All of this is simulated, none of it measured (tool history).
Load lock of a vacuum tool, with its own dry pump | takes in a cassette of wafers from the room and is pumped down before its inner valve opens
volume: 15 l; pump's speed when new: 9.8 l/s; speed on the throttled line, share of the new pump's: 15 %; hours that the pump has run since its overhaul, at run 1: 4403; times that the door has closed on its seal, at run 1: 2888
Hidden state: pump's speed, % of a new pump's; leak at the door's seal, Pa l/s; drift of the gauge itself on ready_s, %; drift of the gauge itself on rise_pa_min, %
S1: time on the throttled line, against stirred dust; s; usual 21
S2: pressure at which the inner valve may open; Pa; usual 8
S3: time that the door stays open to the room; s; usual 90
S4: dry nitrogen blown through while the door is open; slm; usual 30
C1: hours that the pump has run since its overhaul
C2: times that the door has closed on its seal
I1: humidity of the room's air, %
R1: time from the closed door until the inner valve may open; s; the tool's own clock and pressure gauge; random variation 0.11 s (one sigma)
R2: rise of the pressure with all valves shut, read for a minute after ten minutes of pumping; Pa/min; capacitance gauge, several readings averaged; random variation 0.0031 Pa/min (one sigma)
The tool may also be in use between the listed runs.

run	hour	S1	S2	S3	S4	C1	C2	I1	R1	R2
1	0.0	21	8	90	30	4403	2888	43.8	33.3	0.094
2	275.6	21	8	90	30	4679	3280	41.9	33.5	0.089
3	844.1	21	8	90	30	5248	4089	46.3	33.4	0.099
4	1344.3	21	8	90	30	5748	4801	44.2	33.5	0.098
5	1773.8	21	8	79	30	6177	5412	48.1	33.7	0.108
6	2331.7	21	8	90	30	6735	6206	44.2	33.7	0.125
7	2755.8	21	8	87	30	7159	6809	48.8	34.1	0.136
8	3107.5	21	8	87	30	7511	7309	42.5	34.0	0.136
9	3696.0	21	8	87	38	8099	8147	46.6	34.3	0.146
10	4207.4	21	8	87	38	8611	8874	42.2	34.3	0.153
11	4519.8	10	14	90	30	8923	9319	43.7	24.4	0.170
12	4811.1	12	7	108	30	9215	9733	48.5	27.4	0.192
13	5123.2	21	10	90	8	9527	10177	47.5	34.2	0.240
14	5655.7	21	10	90	43	10059	10935	47.8	34.2	0.198
15	6074.1	41	10	90	43	10478	11530	45.6	50.7	0.206
16	6588.3	21	15	101	7	10992	12262	48.3	33.9	0.289
# hour 6729.6: dry pump taken out, an overhauled one fitted
17	6946.0	21	15	101	7	216	12762	44.9	31.5	0.285

4 ways to go on from here, each from the tool as it stands after run 17. What would each give?
A	7466.6	21	15	101	5	737	13503	46.0	?	?
B	7466.6	23	15	91	7	737	13503	45.4	?	?
C	7466.6	21	15	43	35	737	13503	42.9	?	?
D	7466.6	21	15	169	7	737	13503	44.2	?	?

run	R1	R2
A	31.6	0.318
B	33.4	0.303
C	31.8	0.229
D	31.6	0.337
Without the tool's hidden state the same runs would have given:
run	R1	R2
A	31.4	0.133
B	33.2	0.117
C	31.6	0.041
D	31.4	0.151
